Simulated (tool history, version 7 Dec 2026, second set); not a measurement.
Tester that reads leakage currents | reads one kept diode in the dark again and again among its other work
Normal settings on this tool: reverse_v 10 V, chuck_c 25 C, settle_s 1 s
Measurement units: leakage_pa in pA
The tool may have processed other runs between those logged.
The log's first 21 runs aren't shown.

run	hour	reverse_v	chuck_c	settle_s	leakage_pa
22	1030	10.1	24	3.27	132.71
23	1099.1	2.2	25	1.58	64.61
# hour 1105.2: tester calibrated, once more
24	1154.8	2.2	25	1.58	63.38
25	1215.5	8.6	49	1.21	889.7
26	1264.9	1.8	49	1.21	427.82
# hour 1304.4: chuck's temperature calibrated
27	1329.4	1.3	49	1.21	430.94
28	1361.4	2.9	36	8.05	212.65
29	1400.8	2.9	36	8.05	212.09
30	1463.3	3.8	60	2.87	1598.79
31	1497.8	10	25	1.41	158.53
32	1535.8	10	25	4.85	155.45
33	1584.3	10	25	4.85	155.03
34	1650.6	16.2	20	0.47	152.17
35	1701.7	18.8	25	1	222.6
# hour 1709.5: probe card cleaned and baked
36	1732.9	2.6	27	1.04	82.56
37	1772.4	15.6	40	1.3	583.39
38	1823.1	4	52	0.99	838.53
39	1882.5	10	25	2.68	123.12

Each row is a separate what-if for the run after 39, all from the same tool condition, not one after another. Results?
A	1934.6	1.2	38	0.92	?
B	1934.6	3.1	25	2.68	?
C	1934.6	1.4	37	3.3	?
D	1934.6	10	26	1	?

run	leakage_pa
A	149.51
B	71.35
C	148.1
D	136.37
Without the tool's unlogged condition, the same runs would have read:
run	leakage_pa
A	165.18
B	79.17
C	163.72
D	150.27

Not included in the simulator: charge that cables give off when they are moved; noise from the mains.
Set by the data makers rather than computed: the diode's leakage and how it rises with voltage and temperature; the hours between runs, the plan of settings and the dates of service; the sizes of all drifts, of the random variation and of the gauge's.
